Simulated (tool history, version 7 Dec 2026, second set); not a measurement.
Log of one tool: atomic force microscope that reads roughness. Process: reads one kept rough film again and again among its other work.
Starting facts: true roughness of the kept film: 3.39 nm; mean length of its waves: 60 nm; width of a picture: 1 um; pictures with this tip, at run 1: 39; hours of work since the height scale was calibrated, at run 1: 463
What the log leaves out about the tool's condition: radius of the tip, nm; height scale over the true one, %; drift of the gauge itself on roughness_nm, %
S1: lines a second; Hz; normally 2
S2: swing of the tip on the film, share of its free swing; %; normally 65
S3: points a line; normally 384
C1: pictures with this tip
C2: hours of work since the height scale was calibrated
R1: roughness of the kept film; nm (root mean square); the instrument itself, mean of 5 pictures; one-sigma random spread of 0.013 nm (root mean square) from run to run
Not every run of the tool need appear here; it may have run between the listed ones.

run,hour,S1,S2,S3,C1,C2,R1
1,0,2,65,384,39,463,2.961
2,22,2,65,384,95,480,2.881
3,40,2,65,384,140,494,2.8
# hour 42.4: new tip fitted
4,59.7,2,65,384,43,509,2.934
5,81.2,2,65,384,97,525,2.847
# hour 100.7: new tip fitted
6,102.6,2,65,384,5,541,2.957
7,131.2,2,65,384,77,563,2.871
8,153.9,2,65,384,134,580,2.815
# hour 158.7: new tip fitted
9,174.4,2,65,384,39,596,2.923
10,205.8,2,65,623,118,620,2.792
# hour 208.7: height scale calibrated on a step standard
# hour 219.8: new tip fitted
11,238.6,2,65,623,47,22,2.921
12,256.2,2,65,623,92,36,2.835
# hour 278.3: new tip fitted
# hour 286.1: height scale calibrated on a step standard, once more
13,286.1,2,65,623,17,0,2.987
14,305.9,2,65,623,67,15,2.901
15,325.9,2,65,710,117,31,2.843
# hour 337.7: new tip fitted
16,349.8,0.91,65,279,30,48,3.127
17,364.2,3.02,66,899,67,59,2.785
18,392.8,2.52,66,667,139,81,2.736
# hour 396.4: new tip fitted
19,422.7,0.74,62,428,66,104,3.101
20,446.8,1.3,60,384,127,122,2.979
# hour 454.9: new tip fitted
21,471.9,2.44,64,871,43,141,2.932
22,486.1,0.72,89,655,79,152,2.822
23,508.6,1.17,83,261,136,169,2.7
# hour 514: new tip fitted
24,527,1.21,74,369,32,183,2.95
25,546.8,2,70,598,82,198,2.801
# hour 572.6: new tip fitted
26,580,0.73,71,763,19,223,3.138
27,611.2,0.73,71,763,97,247,2.997
# hour 632.2: new tip fitted
28,643.3,2.01,82,419,28,272,2.599
29,665.2,1.16,64,419,83,288,3.002
# hour 691.3: new tip fitted
30,694,1.2,73,384,7,310,2.998

Pick out some run-to-run changes in R1. Of each, how much would a tool without hidden state show as well, from the settings, what came in and chance, and how much is left for the hidden state and any gauge scatter not in both results compared?
Run 5 -> 6: new tip fitted. R1 +0.11 nm (root mean square): hidden state +0.129, all else -0.019.
Run 12 -> 13: new tip fitted, height scale calibrated on a step standard, once more. R1 +0.152 nm (root mean square): hidden state +0.149, all else +0.003.
Run 18 -> 19: S1 2.52 -> 0.74, S2 66 -> 62, S3 667 -> 428, new tip fitted. R1 +0.365 nm (root mean square): hidden state +0.086, all else +0.279.
Run 20 -> 21: S1 1.3 -> 2.44, S2 60 -> 64, S3 384 -> 871, new tip fitted. R1 -0.047 nm (root mean square): hidden state +0.132, all else -0.179.
Run 27 -> 28: S1 0.73 -> 2.01, S2 71 -> 82, S3 763 -> 419, new tip fitted. R1 -0.398 nm (root mean square): hidden state +0.103, all else -0.501.
Run 28 -> 29: S1 2.01 -> 1.16, S2 82 -> 64. R1 +0.403 nm (root mean square): hidden state -0.09, all else +0.493.
